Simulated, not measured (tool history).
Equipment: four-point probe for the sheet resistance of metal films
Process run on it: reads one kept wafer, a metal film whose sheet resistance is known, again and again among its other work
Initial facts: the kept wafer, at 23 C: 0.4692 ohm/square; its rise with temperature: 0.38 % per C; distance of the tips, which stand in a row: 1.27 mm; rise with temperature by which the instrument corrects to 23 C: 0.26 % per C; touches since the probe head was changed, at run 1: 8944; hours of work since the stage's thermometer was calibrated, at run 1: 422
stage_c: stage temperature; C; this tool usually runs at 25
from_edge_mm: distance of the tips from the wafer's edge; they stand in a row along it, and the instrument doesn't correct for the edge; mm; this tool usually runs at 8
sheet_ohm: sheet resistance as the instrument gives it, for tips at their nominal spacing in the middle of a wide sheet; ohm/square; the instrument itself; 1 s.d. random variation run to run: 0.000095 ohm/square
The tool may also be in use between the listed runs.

run,hour,stage_c,from_edge_mm,touches since the probe head was changed,hours of work since the stage's thermometer was calibrated,sheet_ohm
1,0,25,8,8944,422,0.477899
2,11.5,30,8,9328,427,0.480723
3,19.8,30,8,9606,431,0.480743
4,28.9,30,8,9912,434,0.480729
5,37.6,30,8,10203,438,0.480704
6,49.9,30,8,10615,443,0.480674
7,65.7,30,8,11146,450,0.480443
8,78.8,30,8,11585,456,0.480503
9,96.8,25,30,12185,463,0.472003
10,105.1,25,30,12463,467,0.47176
11,123.2,25,30,13070,475,0.471837
12,132.8,25,30,13391,479,0.471779
13,146.7,25,8,13858,485,0.477431
14,159.1,25,8,14272,490,0.477624
15,168.1,25,8,14574,494,0.477829
16,184.5,23,67,15123,501,0.470188
17,195.4,34,67,15487,506,0.476534
18,214.4,34,67,16124,514,0.47651
19,231.7,25,18,16705,521,0.47266
20,243.2,21,49,17090,526,0.46904
21,254.2,19,3,17459,531,0.508572
22,268.1,28,4,17922,537,0.497235
23,285.4,30,5,18503,544,0.48998
24,300.6,30,5,19013,551,0.489925
25,318,30,5,19595,558,0.490043
26,336.5,22,8,20214,566,0.475549
27,351.8,30,9,20725,573,0.479211
28,367.4,31,19,21249,579,0.475802
29,385.5,31,19,21854,587,0.475839

Measured result minus the same run's result without the hidden state. Both carry the same run-to-run variation, though not necessarily the same gauge scatter:
Unlogged tool condition in this case: inner tips' distance over the nominal, %; tips' flats over new ones', %; wafer's true temperature over the reading, C; drift of the gauge itself on sheet_ohm, %.
run,sheet_ohm
1,+0.001005
2,+0.001
3,+0.000997
4,+0.000993
5,+0.000989
6,+0.000981
7,+0.000972
8,+0.000965
9,+0.000944
10,+0.00094
11,+0.000931
12,+0.000925
13,+0.00093
14,+0.000925
15,+0.000921
16,+0.0009
17,+0.000897
18,+0.000887
19,+0.00088
20,+0.000871
21,+0.000936
22,+0.000901
23,+0.000877
24,+0.000868
25,+0.000859
26,+0.000834
27,+0.000824
28,+0.000809
29,+0.0008

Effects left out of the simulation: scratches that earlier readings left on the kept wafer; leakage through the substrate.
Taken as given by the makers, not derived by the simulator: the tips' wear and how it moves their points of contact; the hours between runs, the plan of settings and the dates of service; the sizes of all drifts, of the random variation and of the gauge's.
